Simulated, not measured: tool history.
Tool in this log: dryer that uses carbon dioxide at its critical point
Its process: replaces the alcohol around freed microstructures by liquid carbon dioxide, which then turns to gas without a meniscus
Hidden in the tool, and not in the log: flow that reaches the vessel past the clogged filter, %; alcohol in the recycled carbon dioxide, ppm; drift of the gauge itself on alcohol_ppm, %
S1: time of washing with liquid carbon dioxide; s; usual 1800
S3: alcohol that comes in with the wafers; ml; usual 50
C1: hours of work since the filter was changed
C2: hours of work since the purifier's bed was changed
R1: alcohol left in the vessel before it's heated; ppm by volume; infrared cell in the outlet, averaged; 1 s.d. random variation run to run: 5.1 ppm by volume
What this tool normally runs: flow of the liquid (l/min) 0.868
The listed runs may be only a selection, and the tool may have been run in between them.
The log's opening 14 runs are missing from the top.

{"run": 15, "hour": 176.8, "S1": 1560, "flow of the liquid (l/min)": 0.868, "S3": 106, "C1": 100, "C2": 427, "R1": 509}
{"run": 16, "hour": 185.1, "S1": 1800, "flow of the liquid (l/min)": 0.868, "S3": 51, "C1": 105, "C2": 431, "R1": 213}
{"run": 17, "hour": 198.3, "S1": 1800, "flow of the liquid (l/min)": 0.868, "S3": 51, "C1": 112, "C2": 438, "R1": 214}
{"run": 18, "hour": 215.0, "S1": 1800, "flow of the liquid (l/min)": 0.868, "S3": 66, "C1": 121, "C2": 447, "R1": 261}
{"run": 19, "hour": 224.1, "S1": 1800, "flow of the liquid (l/min)": 0.868, "S3": 66, "C1": 126, "C2": 452, "R1": 265}
{"run": 20, "hour": 233.7, "S1": 1800, "flow of the liquid (l/min)": 0.868, "S3": 66, "C1": 131, "C2": 457, "R1": 255}
{"run": 21, "hour": 251.2, "S1": 1920, "flow of the liquid (l/min)": 0.667, "S3": 44, "C1": 140, "C2": 467, "R1": 352}
{"run": 22, "hour": 265.5, "S1": 1560, "flow of the liquid (l/min)": 0.724, "S3": 50, "C1": 148, "C2": 475, "R1": 543}
{"run": 23, "hour": 281.9, "S1": 2640, "flow of the liquid (l/min)": 0.868, "S3": 50, "C1": 157, "C2": 483, "R1": 137}
{"run": 24, "hour": 298.9, "S1": 2640, "flow of the liquid (l/min)": 0.868, "S3": 50, "C1": 166, "C2": 492, "R1": 136}
{"run": 25, "hour": 310.8, "S1": 2220, "flow of the liquid (l/min)": 1.152, "S3": 89, "C1": 172, "C2": 499, "R1": 138}
{"run": 26, "hour": 323.3, "S1": 1620, "flow of the liquid (l/min)": 0.868, "S3": 50, "C1": 179, "C2": 506, "R1": 325}
{"run": 27, "hour": 332.2, "S1": 1620, "flow of the liquid (l/min)": 0.868, "S3": 50, "C1": 184, "C2": 510, "R1": 334}

Run 28, settings as shown, results not yet in. Your forecast:
{"run": 28, "hour": 340.7, "S1": 1620, "flow of the liquid (l/min)": 1.241, "S3": 43, "C1": 188, "C2": 515, "R1": "?"}

Run 28 yielded R1 164 ppm by volume.
With no hidden state in the tool, this same run would have given R1 26 ppm by volume.
